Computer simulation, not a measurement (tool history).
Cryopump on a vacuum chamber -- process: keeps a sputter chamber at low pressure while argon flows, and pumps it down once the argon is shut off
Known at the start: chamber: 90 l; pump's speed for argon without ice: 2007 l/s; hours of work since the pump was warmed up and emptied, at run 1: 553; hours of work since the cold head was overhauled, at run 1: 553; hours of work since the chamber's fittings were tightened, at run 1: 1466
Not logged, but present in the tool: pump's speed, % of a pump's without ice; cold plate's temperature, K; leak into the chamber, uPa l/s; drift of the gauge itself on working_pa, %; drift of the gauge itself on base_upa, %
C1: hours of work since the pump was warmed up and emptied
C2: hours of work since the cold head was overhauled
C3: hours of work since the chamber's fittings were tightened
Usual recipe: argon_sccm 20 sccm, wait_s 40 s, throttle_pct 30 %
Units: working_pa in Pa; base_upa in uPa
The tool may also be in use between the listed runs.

Run 1, hour 0.0: usual settings; C1 553; C2 553; C3 1466. Result: working_pa 0.0584 Pa, base_upa 3.24 uPa.
Run 2, hour 11.1: usual settings; C1 561; C2 561; C3 1474. Result: working_pa 0.0594 Pa, base_upa 3.20 uPa.
Run 3, hour 21.6: usual settings; C1 568; C2 568; C3 1481. Result: working_pa 0.0588 Pa, base_upa 3.24 uPa.
Run 4, hour 37.3: usual settings; C1 578; C2 578; C3 1491. Result: working_pa 0.0600 Pa, base_upa 3.26 uPa.
Run 5, hour 51.7: usual settings; C1 588; C2 588; C3 1501. Result: working_pa 0.0592 Pa, base_upa 3.36 uPa.
Run 6, hour 71.4: usual settings; C1 601; C2 601; C3 1514. Result: working_pa 0.0594 Pa, base_upa 3.29 uPa.
Run 7, hour 94.5: usual settings; C1 617; C2 617; C3 1530. Result: working_pa 0.0604 Pa, base_upa 3.35 uPa.
Run 8, hour 110.6: usual settings; C1 628; C2 628; C3 1540. Result: working_pa 0.0606 Pa, base_upa 3.44 uPa.
Run 9, hour 130.3: usual settings; C1 641; C2 641; C3 1554. Result: working_pa 0.0600 Pa, base_upa 3.33 uPa.
Run 10, hour 152.2: usual settings but throttle_pct 31 %; C1 655; C2 655; C3 1568. Result: working_pa 0.0586 Pa, base_upa 3.50 uPa.
Run 11, hour 168.0: usual settings; C1 666; C2 666; C3 1579. Result: working_pa 0.0602 Pa, base_upa 3.45 uPa.
Run 12, hour 187.6: usual settings; C1 679; C2 679; C3 1592. Result: working_pa 0.0602 Pa, base_upa 3.40 uPa.
Run 13, hour 201.8: usual settings; C1 689; C2 689; C3 1602. Result: working_pa 0.0611 Pa, base_upa 3.51 uPa.
Run 14, hour 221.7: usual settings; C1 702; C2 702; C3 1615. Result: working_pa 0.0618 Pa, base_upa 3.44 uPa.
Run 15, hour 244.9: usual settings but throttle_pct 16 %; C1 717; C2 717; C3 1630. Result: working_pa 0.1102 Pa, base_upa 3.52 uPa.
Run 16, hour 262.6: usual settings; C1 729; C2 729; C3 1642. Result: working_pa 0.0607 Pa, base_upa 3.57 uPa.
Run 17, hour 274.5: usual settings; C1 737; C2 737; C3 1650. Result: working_pa 0.0608 Pa, base_upa 3.64 uPa.
Run 18, hour 284.3: usual settings; C1 744; C2 744; C3 1657. Result: working_pa 0.0609 Pa, base_upa 3.63 uPa.
Run 19, hour 296.3: usual settings but argon_sccm 10 sccm, throttle_pct 16 %; C1 752; C2 752; C3 1665. Result: working_pa 0.0548 Pa, base_upa 3.59 uPa.
Run 20, hour 315.4: usual settings but argon_sccm 10 sccm, throttle_pct 16 %; C1 765; C2 765; C3 1678. Result: working_pa 0.0550 Pa, base_upa 3.63 uPa.
Run 21, hour 330.0: usual settings but wait_s 63 s; C1 774; C2 774; C3 1687. Result: working_pa 0.0611 Pa, base_upa 3.24 uPa.
Run 22, hour 349.7: usual settings but argon_sccm 19 sccm, wait_s 217 s; C1 788; C2 788; C3 1701. Result: working_pa 0.0582 Pa, base_upa 2.54 uPa.
Run 23, hour 370.9: usual settings but argon_sccm 12 sccm, wait_s 67 s, throttle_pct 40 %; C1 802; C2 802; C3 1715. Result: working_pa 0.0289 Pa, base_upa 3.23 uPa.
Run 24, hour 382.0: usual settings but argon_sccm 22 sccm; C1 809; C2 809; C3 1722. Result: working_pa 0.0676 Pa, base_upa 3.64 uPa.
Run 25, hour 396.8: usual settings but argon_sccm 22 sccm; C1 819; C2 819; C3 1732. Result: working_pa 0.0674 Pa, base_upa 3.73 uPa.
Run 26, hour 411.9: usual settings but argon_sccm 16 sccm, wait_s 267 s, throttle_pct 47 %; C1 829; C2 829; C3 1742. Result: working_pa 0.0334 Pa, base_upa 2.65 uPa.
Run 27, hour 423.9: usual settings but argon_sccm 16 sccm, wait_s 267 s, throttle_pct 47 %; C1 837; C2 837; C3 1750. Result: working_pa 0.0326 Pa, base_upa 2.66 uPa.
Run 28, hour 439.1: usual settings but argon_sccm 16 sccm, wait_s 267 s, throttle_pct 47 %; C1 847; C2 847; C3 1760. Result: working_pa 0.0330 Pa, base_upa 2.72 uPa.
Run 29, hour 462.1: usual settings but argon_sccm 16 sccm, wait_s 267 s, throttle_pct 47 %; C1 863; C2 863; C3 1776. Result: working_pa 0.0335 Pa, base_upa 2.73 uPa.
Run 30, hour 481.4: usual settings but wait_s 66 s, throttle_pct 43 %; C1 876; C2 876; C3 1789. Result: working_pa 0.0452 Pa, base_upa 3.34 uPa.
Run 31, hour 493.8: usual settings but argon_sccm 14 sccm, wait_s 43 s, throttle_pct 19 %; C1 884; C2 884; C3 1797. Result: working_pa 0.0662 Pa, base_upa 3.81 uPa.
Run 32, hour 514.4: usual settings but wait_s 21 s, throttle_pct 19 %; C1 898; C2 898; C3 1811. Result: working_pa 0.0947 Pa, base_upa 5.29 uPa.
Run 33, hour 536.1: usual settings but argon_sccm 21 sccm, wait_s 75 s; C1 912; C2 912; C3 1825. Result: working_pa 0.0659 Pa, base_upa 3.33 uPa.
At hour 549.3: pump warmed up, emptied and cooled again.
Run 34, hour 552.4: usual settings but argon_sccm 21 sccm, wait_s 20 s; C1 2; C2 920; C3 1833. Result: working_pa 0.0587 Pa, base_upa 4.53 uPa.
Run 35, hour 574.3: usual settings but argon_sccm 9 sccm, wait_s 243 s, throttle_pct 29 %; C1 17; C2 935; C3 1848. Result: working_pa 0.0271 Pa, base_upa 2.19 uPa.

Forecast each of these 3 alternatives for the next run:
Run A, hour 594.5: usual settings but argon_sccm 26 sccm, wait_s 98 s, throttle_pct 59 %; C1 30; C2 948; C3 1861. Result: working_pa ?, base_upa ?.
Run B, hour 594.5: usual settings but argon_sccm 9 sccm, wait_s 134 s, throttle_pct 29 %; C1 30; C2 948; C3 1861. Result: working_pa ?, base_upa ?.
Run C, hour 594.5: usual settings but argon_sccm 10 sccm, wait_s 22 s, throttle_pct 29 %; C1 30; C2 948; C3 1861. Result: working_pa ?, base_upa ?.

run  working_pa  base_upa
  A      0.0373      2.47
  B      0.0262      2.36
  C      0.0291      4.49
Take away the tool's hidden state, keep each run's random variation, and the runs would have read:
run  working_pa  base_upa
  A      0.0369      0.64
  B      0.0261      0.51
  C      0.0290      2.61
